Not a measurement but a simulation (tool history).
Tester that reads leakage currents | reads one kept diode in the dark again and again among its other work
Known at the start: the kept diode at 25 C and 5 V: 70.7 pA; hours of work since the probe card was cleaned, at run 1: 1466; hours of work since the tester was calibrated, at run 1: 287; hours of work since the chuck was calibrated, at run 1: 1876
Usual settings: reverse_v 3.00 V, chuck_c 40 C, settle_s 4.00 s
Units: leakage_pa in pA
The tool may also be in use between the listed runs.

run,hour,reverse_v,chuck_c,settle_s,hours of work since the probe card was cleaned,hours of work since the tester was calibrated,hours of work since the chuck was calibrated,leakage_pa
1,0.0,3.00,40,4.00,1466,287,1876,197.85
2,28.7,3.00,40,4.00,1485,306,1895,196.85
3,62.1,3.00,40,4.00,1507,328,1917,197.09
4,105.6,3.00,40,4.00,1536,356,1945,198.51
5,130.7,3.00,40,4.00,1553,373,1962,196.27
6,166.7,9.04,40,4.00,1576,397,1986,296.55
7,207.8,9.04,40,4.00,1603,424,2013,297.21
8,255.5,2.39,40,4.00,1635,455,2044,179.89
9,291.5,3.00,40,4.00,1658,479,2068,194.57
10,321.9,3.00,40,2.03,1678,499,2088,196.16
11,367.6,3.00,40,2.03,1709,529,2118,194.69
12,397.0,3.00,40,2.03,1728,548,2137,195.21
13,440.3,3.00,40,4.00,1756,577,2166,194.52
14,482.4,1.16,40,4.00,1784,605,2193,136.42
# hour 489.2: chuck's temperature calibrated
15,507.3,3.00,40,4.00,1799,620,12,214.04
16,542.2,3.00,40,4.00,1822,643,35,212.84
17,574.4,1.04,29,4.25,1843,664,56,56.50
18,614.4,1.04,29,4.25,1870,690,82,56.22
19,635.9,3.00,42,4.00,1884,704,97,250.21
20,687.5,3.00,42,4.00,1918,738,131,249.89
21,721.9,2.19,20,4.00,1940,761,153,33.56
22,760.2,12.89,31,9.41,1966,786,178,176.35
23,801.1,3.73,20,9.25,1993,813,205,41.56
24,824.3,4.58,27,1.22,2008,828,221,83.85
25,847.1,1.56,47,2.93,2023,843,236,288.98
26,897.3,1.56,47,2.93,2056,876,269,288.98
27,930.9,15.00,25,2.93,2078,899,291,115.23
28,972.5,15.00,41,8.24,2106,926,318,422.43
29,1018.5,15.00,41,8.24,2136,956,349,419.60
30,1064.5,3.00,47,2.85,2166,987,379,367.46
31,1098.7,3.00,47,2.85,2189,1009,401,367.97

Measured less the same run without the tool's hidden state. The same run-to-run variation is in both; the gauge's scatter may not be:
The hidden state here: stray current of the dirty probe card, pA a volt; current scale over the true one, %; true chuck temperature over the reading, C; drift of the gauge itself on leakage_pa, %.
run,leakage_pa
1,-17.69
2,-17.79
3,-18.03
4,-18.47
5,-18.42
6,-25.24
7,-25.65
8,-17.86
9,-19.28
10,-19.62
11,-19.75
12,-20.01
13,-20.26
14,-15.10
15,-1.69
16,-1.91
17,-0.47
18,-0.54
19,-3.35
20,-3.74
21,+0.65
22,+4.63
23,+1.51
24,+0.91
25,-7.03
26,-7.47
27,+7.76
28,-2.25
29,-2.69
30,-10.66
31,-11.13
